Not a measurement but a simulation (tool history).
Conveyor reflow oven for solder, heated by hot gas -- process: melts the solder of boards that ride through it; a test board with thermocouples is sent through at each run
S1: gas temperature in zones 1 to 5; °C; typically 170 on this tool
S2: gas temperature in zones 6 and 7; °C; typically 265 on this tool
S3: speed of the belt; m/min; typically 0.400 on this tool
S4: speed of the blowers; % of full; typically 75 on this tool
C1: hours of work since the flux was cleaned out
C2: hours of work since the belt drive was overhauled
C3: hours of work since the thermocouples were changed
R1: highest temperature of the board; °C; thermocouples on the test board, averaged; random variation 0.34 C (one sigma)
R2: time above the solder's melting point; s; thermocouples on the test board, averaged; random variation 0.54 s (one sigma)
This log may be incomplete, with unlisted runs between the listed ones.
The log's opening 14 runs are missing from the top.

run 15 hour=142.1 | S1=170 S2=265 S3=0.400 S4=79 | C1=209 C2=139 C3=695 | R1=255.4 R2=82.1
run 16 hour=153.6 | S1=170 S2=265 S3=0.400 S4=79 | C1=216 C2=145 C3=701 | R1=255.2 R2=82.1
run 17 hour=160.7 | S1=180 S2=265 S3=0.367 S4=58 | C1=220 C2=149 C3=705 | R1=254.4 R2=94.3
run 18 hour=168.1 | S1=180 S2=265 S3=0.367 S4=58 | C1=224 C2=153 C3=709 | R1=254.0 R2=93.1
run 19 hour=177.7 | S1=180 S2=265 S3=0.367 S4=58 | C1=229 C2=158 C3=715 | R1=254.2 R2=93.1
run 20 hour=184.8 | S1=180 S2=265 S3=0.367 S4=58 | C1=233 C2=162 C3=719 | R1=254.5 R2=93.2
run 21 hour=192.0 | S1=158 S2=265 S3=0.412 S4=60 | C1=237 C2=166 C3=723 | R1=248.5 R2=66.0
run 22 hour=203.7 | S1=170 S2=266 S3=0.400 S4=52 | C1=243 C2=173 C3=729 | R1=250.0 R2=73.9
-- hour=210.8 thermocouples of zones 6 and 7 changed
run 23 hour=214.4 | S1=174 S2=265 S3=0.390 S4=75 | C1=248 C2=177 C3=2 | R1=255.7 R2=85.5
run 24 hour=220.0 | S1=161 S2=265 S3=0.469 S4=68 | C1=251 C2=180 C3=5 | R1=246.8 R2=56.1
run 25 hour=231.0 | S1=176 S2=265 S3=0.400 S4=75 | C1=257 C2=187 C3=11 | R1=255.2 R2=84.6
run 26 hour=243.8 | S1=162 S2=262 S3=0.400 S4=75 | C1=264 C2=194 C3=18 | R1=250.9 R2=74.0
run 27 hour=255.9 | S1=179 S2=262 S3=0.400 S4=51 | C1=271 C2=200 C3=25 | R1=247.3 R2=76.4
run 28 hour=265.9 | S1=179 S2=262 S3=0.400 S4=51 | C1=277 C2=206 C3=30 | R1=247.7 R2=76.6
run 29 hour=278.2 | S1=179 S2=262 S3=0.400 S4=51 | C1=283 C2=213 C3=37 | R1=247.7 R2=76.3
run 30 hour=289.4 | S1=179 S2=272 S3=0.400 S4=77 | C1=290 C2=219 C3=43 | R1=262.3 R2=90.1
run 31 hour=299.4 | S1=179 S2=272 S3=0.400 S4=77 | C1=295 C2=224 C3=49 | R1=262.2 R2=91.0

Predict each of these 3 candidate next runs independently; none follows another, all start after run 31:
run A hour=307.1 | S1=170 S2=275 S3=0.435 S4=52 | C1=299 C2=229 C3=53 | R1=? R2=?
run B hour=307.1 | S1=179 S2=277 S3=0.397 S4=60 | C1=299 C2=229 C3=53 | R1=? R2=?
run C hour=307.1 | S1=170 S2=265 S3=0.360 S4=75 | C1=299 C2=229 C3=53 | R1=? R2=?

run=A R1=254.4 R2=72.5
run=B R1=263.0 R2=92.1
run=C R1=256.7 R2=93.4
What these runs would have given with no unlogged condition in the tool:
run=A R1=254.5 R2=72.5
run=B R1=263.1 R2=92.1
run=C R1=256.8 R2=93.4
